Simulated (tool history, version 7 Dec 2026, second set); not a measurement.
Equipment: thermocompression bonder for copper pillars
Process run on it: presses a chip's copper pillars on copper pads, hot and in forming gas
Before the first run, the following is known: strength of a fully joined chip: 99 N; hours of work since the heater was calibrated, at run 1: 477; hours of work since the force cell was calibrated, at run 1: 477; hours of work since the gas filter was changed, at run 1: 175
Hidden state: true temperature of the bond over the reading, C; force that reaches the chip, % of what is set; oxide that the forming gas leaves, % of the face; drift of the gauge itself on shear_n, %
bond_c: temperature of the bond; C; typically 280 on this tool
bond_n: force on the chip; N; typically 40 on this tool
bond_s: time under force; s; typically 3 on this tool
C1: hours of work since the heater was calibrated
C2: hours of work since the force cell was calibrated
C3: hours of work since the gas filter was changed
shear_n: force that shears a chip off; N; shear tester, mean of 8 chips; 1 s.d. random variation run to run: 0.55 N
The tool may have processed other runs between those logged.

Run 1, hour 0.0: usual settings; C1 477; C2 477; C3 175. Result: shear_n 44.6 N.
Run 2, hour 24.9: usual settings but bond_s 7 s; C1 493; C2 493; C3 191. Result: shear_n 58.2 N.
Run 3, hour 77.7: usual settings but bond_s 7 s; C1 527; C2 527; C3 224. Result: shear_n 59.4 N.
Run 4, hour 126.4: usual settings but bond_s 7 s; C1 558; C2 558; C3 255. Result: shear_n 57.9 N.
Run 5, hour 164.5: usual settings but bond_s 7 s; C1 582; C2 582; C3 280. Result: shear_n 58.4 N.
Run 6, hour 216.0: usual settings but bond_s 7 s; C1 615; C2 615; C3 312. Result: shear_n 58.4 N.
Run 7, hour 249.1: usual settings; C1 636; C2 636; C3 334. Result: shear_n 42.5 N.
Run 8, hour 294.5: usual settings; C1 665; C2 665; C3 362. Result: shear_n 45.0 N.
At hour 324.1: forming gas filter changed.
Run 9, hour 338.2: usual settings; C1 692; C2 692; C3 9. Result: shear_n 45.7 N.
Run 10, hour 376.5: usual settings; C1 717; C2 717; C3 33. Result: shear_n 44.1 N.

What does the tool deliver on the next run?
Run 11, hour 400.6: usual settings; C1 732; C2 732; C3 49. Result: shear_n ?.

shear_n: 45.4 N
With no hidden state in the tool, this same run would have given shear_n 45.6 N.
